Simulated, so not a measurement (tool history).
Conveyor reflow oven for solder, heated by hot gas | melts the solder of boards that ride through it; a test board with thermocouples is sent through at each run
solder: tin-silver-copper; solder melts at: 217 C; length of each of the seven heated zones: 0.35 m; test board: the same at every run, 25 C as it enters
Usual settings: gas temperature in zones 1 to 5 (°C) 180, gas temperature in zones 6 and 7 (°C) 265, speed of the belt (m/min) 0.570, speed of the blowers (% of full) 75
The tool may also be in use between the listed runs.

run,hour,gas temperature in zones 1 to 5 (°C),gas temperature in zones 6 and 7 (°C),speed of the belt (m/min),speed of the blowers (% of full),highest temperature of the board (°C),time above the solder's melting point (s)
1,0.0,180,265,0.570,75,245.9,51.2
2,17.9,180,265,0.570,75,245.8,50.5
3,41.3,180,265,0.529,75,248.3,57.7
4,60.4,180,265,0.570,75,245.6,50.3
# hour 66.9: flux residue cleaned out of gas plates and filters
5,81.6,180,265,0.570,75,249.6,54.4
6,102.0,180,265,0.570,75,249.6,54.4
7,115.5,179,265,0.570,75,249.6,54.1
8,133.4,179,265,0.570,75,249.5,53.8
9,149.7,179,265,0.570,75,249.4,54.0
10,164.9,179,265,0.570,75,248.7,53.8
11,180.1,179,265,0.570,75,249.1,53.8
12,199.4,180,265,0.570,66,247.0,51.7
13,212.6,180,265,0.570,78,249.7,55.0
14,232.5,180,265,0.570,78,249.6,55.1
15,256.0,180,265,0.570,75,249.2,54.4
16,272.7,180,265,0.570,75,249.1,54.2
# hour 277.6: belt drive overhauled, speed set with a stopwatch
17,296.6,184,280,0.515,87,268.2,74.9
18,313.7,181,280,0.515,69,263.5,71.1
19,333.2,179,268,0.468,75,257.2,74.2
20,343.7,180,278,0.584,75,258.7,58.8
21,360.7,180,278,0.584,75,258.6,58.3
# hour 383.6: belt drive overhauled, speed set with a stopwatch, once more
22,388.0,192,265,0.570,75,251.2,60.5
23,406.6,192,264,0.531,79,253.1,66.5
24,416.7,192,253,0.660,65,234.6,36.0
25,430.1,180,271,0.570,75,252.9,56.2
26,449.0,180,271,0.570,75,252.8,56.6
27,464.3,180,271,0.570,75,252.7,55.8
28,485.2,180,271,0.570,75,253.4,56.7
29,496.3,176,260,0.602,73,240.6,41.5
30,514.4,192,267,0.515,73,255.2,70.1
31,528.6,192,267,0.515,73,254.6,70.3
32,544.3,186,265,0.515,65,250.2,64.0

3 ways to go on from here, each from the tool as it stands after run 32. What would each give?
A,561.8,180,265,0.499,79,?,?
B,561.8,171,265,0.515,65,?,?
C,561.8,186,265,0.569,65,?,?

run,highest temperature of the board (°C),time above the solder's melting point (s)
A,252.9,66.3
B,247.0,54.1
C,246.9,54.2
Without the tool's hidden state the same runs would have given:
run,highest temperature of the board (°C),time above the solder's melting point (s)
A,252.4,66.6
B,246.8,54.7
C,246.8,54.8
